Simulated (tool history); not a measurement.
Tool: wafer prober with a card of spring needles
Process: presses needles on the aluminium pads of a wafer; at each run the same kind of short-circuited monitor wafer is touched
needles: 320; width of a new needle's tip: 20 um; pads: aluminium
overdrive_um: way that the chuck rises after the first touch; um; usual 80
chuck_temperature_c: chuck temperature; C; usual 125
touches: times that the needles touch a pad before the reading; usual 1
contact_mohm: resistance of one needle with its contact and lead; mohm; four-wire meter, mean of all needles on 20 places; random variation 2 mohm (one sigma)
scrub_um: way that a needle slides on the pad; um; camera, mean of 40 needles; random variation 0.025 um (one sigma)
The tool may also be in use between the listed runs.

run,hour,overdrive_um,chuck_temperature_c,touches,contact_mohm,scrub_um
1,0.0,80,125,1,218,10.32
# hour 10.9: tips cleaned on abrasive film
# hour 24.5: tips cleaned on abrasive film
# hour 38.2: tips cleaned on abrasive film
2,44.3,80,125,1,241,10.33
# hour 47.3: height of the first contact set anew
# hour 50.1: tips cleaned on abrasive film
# hour 61.0: tips cleaned on abrasive film
# hour 74.6: tips cleaned on abrasive film
3,84.5,80,125,1,258,10.43
# hour 87.3: tips cleaned on abrasive film
# hour 98.2: tips cleaned on abrasive film
# hour 109.1: tips cleaned on abrasive film
# hour 122.6: tips cleaned on abrasive film
# hour 136.2: tips cleaned on abrasive film
4,145.1,80,125,1,256,10.38
# hour 147.9: tips cleaned on abrasive film
# hour 158.8: tips cleaned on abrasive film
# hour 172.3: tips cleaned on abrasive film
# hour 183.2: tips cleaned on abrasive film
# hour 194.1: tips cleaned on abrasive film
# hour 206.4: tips cleaned on abrasive film
5,206.4,80,125,1,220,10.42
# hour 220.0: tips cleaned on abrasive film
# hour 230.9: tips cleaned on abrasive film
6,236.3,80,125,1,250,10.38
# hour 244.5: tips cleaned on abrasive film
# hour 255.4: tips cleaned on abrasive film
# hour 266.3: tips cleaned on abrasive film
7,267.5,84,125,1,226,10.85
# hour 278.4: tips cleaned on abrasive film
# hour 292.0: tips cleaned on abrasive film
# hour 305.6: tips cleaned on abrasive film
8,313.6,84,125,1,248,10.82
# hour 319.1: tips cleaned on abrasive film
# hour 332.7: tips cleaned on abrasive film
# hour 346.3: tips cleaned on abrasive film
# hour 359.9: tips cleaned on abrasive film
# hour 365.6: height of the first contact set anew
# hour 373.8: tips cleaned on abrasive film
9,374.8,80,125,1,232,10.50
# hour 385.6: tips cleaned on abrasive film
# hour 396.5: tips cleaned on abrasive film
# hour 407.4: tips cleaned on abrasive film
10,416.5,80,125,2,242,10.44
# hour 419.3: tips cleaned on abrasive film
# hour 430.2: tips cleaned on abrasive film
# hour 441.1: tips cleaned on abrasive film
# hour 454.7: tips cleaned on abrasive film
11,459.9,80,125,2,236,10.43
# hour 468.1: tips cleaned on abrasive film
# hour 479.0: tips cleaned on abrasive film
12,486.7,80,125,2,238,10.41
# hour 492.2: tips cleaned on abrasive film
# hour 503.1: tips cleaned on abrasive film
# hour 514.0: tips cleaned on abrasive film
13,516.4,80,125,2,227,10.36
# hour 527.3: tips cleaned on abrasive film
# hour 538.2: tips cleaned on abrasive film
# hour 551.8: tips cleaned on abrasive film
14,557.9,77,125,1,251,10.00
# hour 563.4: tips cleaned on abrasive film
# hour 576.9: tips cleaned on abrasive film
# hour 587.8: tips cleaned on abrasive film
# hour 598.7: tips cleaned on abrasive film
15,608.7,80,29,2,229,10.36
# hour 611.5: tips cleaned on abrasive film
# hour 622.4: tips cleaned on abrasive film
# hour 636.0: tips cleaned on abrasive film
# hour 647.0: tips cleaned on abrasive film
16,653.9,87,66,1,237,11.26
# hour 659.4: tips cleaned on abrasive film
# hour 673.0: tips cleaned on abrasive film
# hour 683.9: tips cleaned on abrasive film
# hour 684.2: height of the first contact set anew
# hour 695.1: tips cleaned on abrasive film
# hour 708.7: tips cleaned on abrasive film
17,710.0,87,66,1,216,11.44
# hour 720.9: tips cleaned on abrasive film
# hour 734.5: tips cleaned on abrasive film
# hour 745.4: tips cleaned on abrasive film
# hour 759.0: tips cleaned on abrasive film
18,763.9,69,47,2,230,9.00
# hour 772.1: tips cleaned on abrasive film
# hour 785.5: tips cleaned on abrasive film
# hour 799.0: tips cleaned on abrasive film
# hour 812.6: tips cleaned on abrasive film
19,816.5,69,47,2,217,8.97
# hour 824.7: tips cleaned on abrasive film
# hour 838.2: tips cleaned on abrasive film
# hour 851.8: tips cleaned on abrasive film
# hour 862.7: tips cleaned on abrasive film
20,869.4,69,47,2,228,8.92
# hour 874.9: tips cleaned on abrasive film
# hour 888.6: tips cleaned on abrasive film
# hour 899.5: tips cleaned on abrasive film
# hour 913.1: tips cleaned on abrasive film
# hour 926.6: tips cleaned on abrasive film
21,928.6,67,120,3,230,8.65
# hour 939.5: tips cleaned on abrasive film
# hour 950.4: tips cleaned on abrasive film
# hour 963.9: tips cleaned on abrasive film
22,963.9,67,120,3,225,8.60
# hour 974.9: tips cleaned on abrasive film
# hour 985.8: tips cleaned on abrasive film
# hour 996.7: tips cleaned on abrasive film
# hour 1002.4: height of the first contact set anew
# hour 1007.9: tips cleaned on abrasive film
# hour 1021.4: tips cleaned on abrasive film
23,1026.7,80,125,1,245,10.50
# hour 1034.9: tips cleaned on abrasive film
# hour 1048.5: tips cleaned on abrasive film
# hour 1062.1: tips cleaned on abrasive film
# hour 1075.7: tips cleaned on abrasive film
24,1085.1,80,125,1,260,10.42
# hour 1087.9: tips cleaned on abrasive film
# hour 1098.8: tips cleaned on abrasive film
# hour 1109.7: tips cleaned on abrasive film
25,1118.4,72,41,1,253,9.39
# hour 1121.2: tips cleaned on abrasive film
# hour 1132.1: tips cleaned on abrasive film
# hour 1145.6: tips cleaned on abrasive film
# hour 1159.2: tips cleaned on abrasive film
# hour 1170.1: tips cleaned on abrasive film
26,1174.1,72,41,1,230,9.32
# hour 1182.3: tips cleaned on abrasive film
# hour 1193.2: tips cleaned on abrasive film
# hour 1204.1: tips cleaned on abrasive film
# hour 1217.6: tips cleaned on abrasive film
27,1225.0,69,125,1,274,8.95

Forecast each of these 3 alternatives for the next run:
# hour 1230.4: tips cleaned on abrasive film
# hour 1244.0: tips cleaned on abrasive film
# hour 1257.6: tips cleaned on abrasive film
# hour 1271.2: tips cleaned on abrasive film
A,1275.3,69,90,1,?,?
# hour 1230.4: tips cleaned on abrasive film
# hour 1244.0: tips cleaned on abrasive film
# hour 1257.6: tips cleaned on abrasive film
# hour 1271.2: tips cleaned on abrasive film
B,1275.3,69,57,3,?,?
# hour 1230.4: tips cleaned on abrasive film
# hour 1244.0: tips cleaned on abrasive film
# hour 1257.6: tips cleaned on abrasive film
# hour 1271.2: tips cleaned on abrasive film
C,1275.3,98,30,2,?,?

run,contact_mohm,scrub_um
A,254,8.91
B,220,8.96
C,209,12.73
Without the tool's hidden state the same runs would have given:
run,contact_mohm,scrub_um
A,217,9.03
B,205,9.08
C,196,12.85
